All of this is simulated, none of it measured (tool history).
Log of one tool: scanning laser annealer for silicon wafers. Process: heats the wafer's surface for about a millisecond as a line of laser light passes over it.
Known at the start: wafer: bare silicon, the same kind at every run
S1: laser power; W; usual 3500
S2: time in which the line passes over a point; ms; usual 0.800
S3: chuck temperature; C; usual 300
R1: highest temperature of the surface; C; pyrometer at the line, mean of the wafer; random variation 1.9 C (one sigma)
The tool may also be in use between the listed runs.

run   hour    S1     S2   S3    R1
  1    0.0  3500  0.800  300  1127
  2    6.2  3500  0.800  332  1160
  3   12.5  3500  0.800  332  1157
  4   17.7  3223  0.800  332  1078
  5   22.4  3500  0.800  337  1161
  6   30.1  3500  0.800  337  1163
  7   36.9  3500  0.800  337  1162
  8   44.7  3744  0.800  300  1197
  9   52.5  3744  0.800  300  1195
 10   63.3  3744  0.800  300  1194
 11   71.8  3099  0.800  300  1009
 12   78.8  3188  0.800  300  1035
 13   87.8  3442  0.800  300  1107
 14   92.4  3442  0.800  300  1108
 15  101.2  3442  0.800  300  1105
 16  111.6  3442  0.800  300  1104
 17  121.6  3500  0.837  300  1138
 18  130.5  3500  0.837  300  1140
 19  139.0  3587  0.800  300  1145
 20  144.1  3587  0.800  300  1146
 21  149.6  3500  0.719  266  1041
 22  155.8  2976  0.735  266   907
 23  162.8  3054  0.749  287   955
 24  173.7  3546  0.746  325  1125
 25  182.7  3576  0.746  323  1134
 26  190.6  3410  0.961  300  1176
 27  199.2  3410  0.961  300  1171
 28  209.1  3410  0.961  300  1175
 29  215.0  3389  0.974  306  1180
 30  225.9  3389  0.974  306  1179
 31  236.4  3500  0.800  307  1121
 32  243.0  3500  0.916  307  1181
 33  250.1  3500  0.583  316  1006
 34  260.7  3500  0.583  316  1004
 35  269.2  3500  0.583  316  1008
 36  277.3  3255  0.787  300  1037
 37  286.2  3500  0.636  300  1018
 38  294.9  3039  0.704  299   939
 39  304.5  3671  0.895  300  1213
 40  309.4  3671  0.895  300  1218

The same runs without the tool's hidden state, with the same run-to-run variation:
The hidden state here: light that passes the window, % of a clean one's; laser's true power over the reading, %; width of the line over the set one, %; drift of the gauge itself on peak_c, C.
run    R1
  1  1140
  2  1173
  3  1171
  4  1091
  5  1175
  6  1177
  7  1177
  8  1213
  9  1212
 10  1212
 11  1023
 12  1050
 13  1124
 14  1125
 15  1123
 16  1122
 17  1157
 18  1160
 19  1166
 20  1166
 21  1060
 22   923
 23   972
 24  1146
 25  1156
 26  1199
 27  1194
 28  1199
 29  1205
 30  1204
 31  1145
 32  1207
 33  1027
 34  1026
 35  1030
 36  1061
 37  1041
 38   960
 39  1244
 40  1249
